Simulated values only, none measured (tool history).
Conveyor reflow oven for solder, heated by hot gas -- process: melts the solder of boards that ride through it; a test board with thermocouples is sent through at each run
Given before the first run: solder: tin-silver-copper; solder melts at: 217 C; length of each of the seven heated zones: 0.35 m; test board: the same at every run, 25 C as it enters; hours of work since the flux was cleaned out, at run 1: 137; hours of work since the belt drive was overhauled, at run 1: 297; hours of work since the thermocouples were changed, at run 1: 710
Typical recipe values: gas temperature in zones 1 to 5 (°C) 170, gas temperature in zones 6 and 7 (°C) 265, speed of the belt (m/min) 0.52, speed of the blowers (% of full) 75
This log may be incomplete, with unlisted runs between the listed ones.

run     day  gas temperature in zones 1 to 5 (°C)  gas temperature in zones 6 and 7 (°C)  speed of the belt (m/min)  speed of the blowers (% of full)  hours of work since the flux was cleaned out  hours of work since the belt drive was overhauled  hours of work since the thermocouples were changed  highest temperature of the board (°C)  time above the solder's melting point (s)
  1       0                                   170                                    265                       0.52                                75                                           137                                                297                                                 710                                 248.95                                       56.3
  2   0.471                                   170                                    265                      0.584                                75                                           142                                                302                                                 715                                 245.19                                      46.05
  3   1.117                                   170                                    265                       0.52                                70                                           149                                                309                                                 722                                 248.03                                      55.01
  4   2.008                                   170                                    265                       0.52                                70                                           158                                                318                                                 732                                 248.01                                      55.11
      2.521  -- thermocouples of zones 6 and 7 changed
  5   2.812                                   170                                    265                       0.52                                70                                           166                                                326                                                   3                                 247.81                                      55.19
  6    3.25                                   170                                    265                       0.52                                70                                           170                                                330                                                   8                                 247.92                                      55.13
  7   3.746                                   170                                    265                       0.52                                70                                           176                                                336                                                  13                                 247.93                                      55.07
  8     4.6                                   170                                    265                       0.52                                70                                           185                                                345                                                  22                                 247.94                                      55.08
  9   5.517                                   170                                    265                       0.52                                70                                           194                                                355                                                  32                                  247.8                                       55.1
 10   6.208                                   170                                    265                       0.52                                70                                           202                                                362                                                  39                                  247.8                                      55.21
 11   6.638                                   170                                    265                       0.52                                75                                           206                                                366                                                  44                                 249.02                                      56.44
 12   7.171                                   170                                    265                       0.52                                75                                           212                                                372                                                  49                                 249.04                                      56.35
 13   7.938                                   170                                    265                       0.52                                75                                           220                                                380                                                  58                                 248.84                                      56.49
 14   8.471                                   170                                    265                       0.52                                75                                           226                                                386                                                  63                                 248.86                                      56.52
 15   9.338                                   170                                    265                       0.52                                75                                           235                                                395                                                  73                                 249.17                                      56.46
 16   9.996                                   170                                    276                      0.593                                75                                           242                                                402                                                  80                                 253.89                                       51.5
 17  10.892                                   170                                    276                      0.593                                75                                           252                                                412                                                  89                                 253.74                                      51.34
 18  11.521                                   170                                    276                      0.593                                75                                           258                                                418                                                  96                                 253.71                                      51.42
 19  12.312                                   170                                    276                      0.593                                75                                           267                                                427                                                 104                                 253.78                                      51.51
 20  12.796                                   170                                    276                      0.593                                75                                           272                                                432                                                 109                                 253.72                                      51.49
 21  13.421                                   169                                    265                       0.52                                73                                           279                                                439                                                 116                                 248.56                                      55.42
 22  13.992                                   170                                    265                      0.502                                75                                           285                                                445                                                 122                                 250.16                                      59.55
 23    14.7                                   170                                    265                      0.502                                75                                           292                                                452                                                 130                                 249.79                                      59.71
 24  15.171                                   170                                    258                       0.45                                75                                           297                                                457                                                 135                                  246.9                                      65.24
 25  16.092                                   170                                    258                       0.45                                75                                           307                                                467                                                 144                                 246.74                                       65.1
 26  16.517                                   170                                    258                       0.45                                75                                           312                                                472                                                 149                                 246.71                                      64.96
 27  17.229                                   170                                    258                       0.45                                75                                           319                                                479                                                 157                                 246.89                                      65.05
 28  18.096                                   170                                    274                      0.572                                75                                           328                                                488                                                 166                                 253.22                                      53.55
 29  18.925                                   171                                    269                      0.462                                63                                           337                                                497                                                 175                                 253.81                                       68.5
 30  19.679                                   163                                    259                      0.616                                81                                           345                                                505                                                 183                                 238.12                                      34.99

Forecast each of these 3 alternatives for the next run:
  A  20.412                                   158                                    265                      0.588                                56                                           353                                                513                                                 190                                      ?                                          ?
  B  20.412                                   163                                    259                      0.616                                62                                           353                                                513                                                 190                                      ?                                          ?
  C  20.412                                   183                                    259                      0.451                                81                                           353                                                513                                                 190                                      ?                                          ?

run  highest temperature of the board (°C)  time above the solder's melting point (s)
  A                                 236.45                                      32.19
  B                                 232.86                                      28.03
  C                                 250.12                                      74.34
The same runs, with their run-to-run variation unchanged, on a tool lacking any hidden condition would have given:
run  highest temperature of the board (°C)  time above the solder's melting point (s)
  A                                 236.48                                      32.22
  B                                 232.89                                      28.07
  C                                 250.13                                      74.34
